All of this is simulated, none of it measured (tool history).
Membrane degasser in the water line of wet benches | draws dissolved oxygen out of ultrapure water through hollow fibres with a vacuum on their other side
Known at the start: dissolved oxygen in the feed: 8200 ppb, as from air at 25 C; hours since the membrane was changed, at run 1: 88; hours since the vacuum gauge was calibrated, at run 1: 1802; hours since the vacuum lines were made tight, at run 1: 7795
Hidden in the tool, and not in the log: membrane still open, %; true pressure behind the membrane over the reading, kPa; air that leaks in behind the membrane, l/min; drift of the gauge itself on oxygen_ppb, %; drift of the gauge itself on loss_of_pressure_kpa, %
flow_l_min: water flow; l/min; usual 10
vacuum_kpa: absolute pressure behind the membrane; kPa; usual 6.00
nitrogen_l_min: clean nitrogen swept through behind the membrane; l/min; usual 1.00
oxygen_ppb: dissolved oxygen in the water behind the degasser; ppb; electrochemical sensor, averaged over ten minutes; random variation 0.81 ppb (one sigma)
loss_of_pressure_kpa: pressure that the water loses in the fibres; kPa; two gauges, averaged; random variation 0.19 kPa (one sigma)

run,hour,flow_l_min,vacuum_kpa,nitrogen_l_min,hours since the membrane was changed,hours since the vacuum gauge was calibrated,hours since the vacuum lines were made tight,oxygen_ppb,loss_of_pressure_kpa
1,0.0,10,6.00,1.00,88,1802,7795,77.5,37.53
2,86.6,10,6.00,1.00,175,1889,7882,75.5,37.29
3,154.2,10,6.00,2.16,242,1957,7949,41.3,37.15
4,260.7,10,6.00,2.86,349,2063,8056,34.5,37.19
5,362.7,10,6.00,2.86,451,2165,8158,33.9,36.93
6,432.9,10,10.58,1.00,521,2235,8228,185.5,37.11
7,494.8,10,10.58,1.00,583,2297,8290,177.9,37.10
8,607.3,11,10.58,0.96,695,2410,8403,205.4,40.51
# hour 669.7: seals of the vacuum lines changed
9,721.7,7,10.58,1.36,808,2522,52,94.4,25.81
10,807.7,7,10.58,1.36,894,2608,138,93.4,25.62

How the hidden state differs across the entries between the runs, from the last listed run before each to the first after it:
Between runs 8 and 9: seals of the vacuum lines changed (hour 669.7)
  air that leaks in behind the membrane, l/min: 0.0026 -> 0.002; drift of the gauge itself on loss_of_pressure_kpa, %: -0.93 -> -1.1
  measured less the result without the state, loss_of_pressure_kpa: -0.38 -> -0.28 kPa

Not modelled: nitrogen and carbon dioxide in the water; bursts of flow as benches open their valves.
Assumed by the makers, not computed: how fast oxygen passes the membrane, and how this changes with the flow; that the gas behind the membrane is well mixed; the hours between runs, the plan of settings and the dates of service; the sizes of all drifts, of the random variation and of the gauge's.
